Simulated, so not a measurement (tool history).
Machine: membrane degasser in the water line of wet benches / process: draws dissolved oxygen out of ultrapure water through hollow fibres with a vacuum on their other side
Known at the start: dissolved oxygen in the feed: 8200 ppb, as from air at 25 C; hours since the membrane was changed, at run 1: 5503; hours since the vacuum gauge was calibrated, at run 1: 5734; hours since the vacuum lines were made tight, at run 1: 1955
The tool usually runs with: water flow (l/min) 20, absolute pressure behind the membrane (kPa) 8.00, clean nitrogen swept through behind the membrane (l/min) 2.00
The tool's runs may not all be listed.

run,hour,water flow (l/min),absolute pressure behind the membrane (kPa),clean nitrogen swept through behind the membrane (l/min),hours since the membrane was changed,hours since the vacuum gauge was calibrated,hours since the vacuum lines were made tight,dissolved oxygen in the water behind the degasser (ppb),pressure that the water loses in the fibres (kPa)
1,0.0,20,8.00,2.00,5503,5734,1955,184.5,64.31
2,145.1,24,8.00,2.00,5648,5879,2100,250.8,77.79
# hour 159.3: vacuum gauge calibrated
3,297.9,24,8.00,2.00,5801,139,2253,258.8,77.23
# hour 398.2: vacuum gauge calibrated, once more
4,428.2,24,8.00,2.00,5931,30,2383,241.6,77.72
5,509.1,24,8.00,2.00,6011,111,2464,240.5,77.17
6,674.6,24,8.00,2.00,6177,276,2629,242.5,77.05
7,826.3,30,8.00,2.00,6329,428,2781,355.4,96.31
8,980.5,30,8.00,2.00,6483,582,2935,366.1,97.08
9,1101.5,30,8.00,2.00,6604,703,3056,358.6,96.33
10,1234.3,30,8.00,2.00,6737,836,3189,363.9,96.80
11,1403.0,19,19.58,2.00,6905,1005,3357,404.2,61.07
12,1502.9,19,19.58,2.00,7005,1105,3457,414.1,61.07
13,1579.6,18,6.28,2.00,7082,1181,3534,114.6,57.74
14,1724.6,18,17.50,1.88,7227,1326,3679,362.2,58.12
15,1881.9,18,17.50,1.88,7384,1484,3836,367.8,58.17
16,2037.0,18,17.50,1.88,7539,1639,3991,358.7,58.26
17,2126.2,17,12.95,5.39,7628,1728,4081,114.8,55.22

Across each entry between runs, compare the hidden state at the last listed run before it with the hidden state at the first listed run after it:
Run 2 -> run 3: vacuum gauge calibrated (hour 159.3)
  membrane still open, %: 98.2 -> 98.1; true pressure behind the membrane over the reading, kPa: 0.32 -> 0.45; air that leaks in behind the membrane, l/min: 0.0061 -> 0.0063
  measured value less the no-hidden-state value, dissolved oxygen in the water behind the degasser (ppb): +17.5 -> +21.6; pressure that the water loses in the fibres (kPa): +1.42 -> +1.45
Run 3 -> run 4: vacuum gauge calibrated, once more (hour 398.2)
  true pressure behind the membrane over the reading, kPa: 0.45 -> 0; air that leaks in behind the membrane, l/min: 0.0063 -> 0.0066
  measured value less the no-hidden-state value, dissolved oxygen in the water behind the degasser (ppb): +21.6 -> +9.4; pressure that the water loses in the fibres (kPa): +1.45 -> +1.49
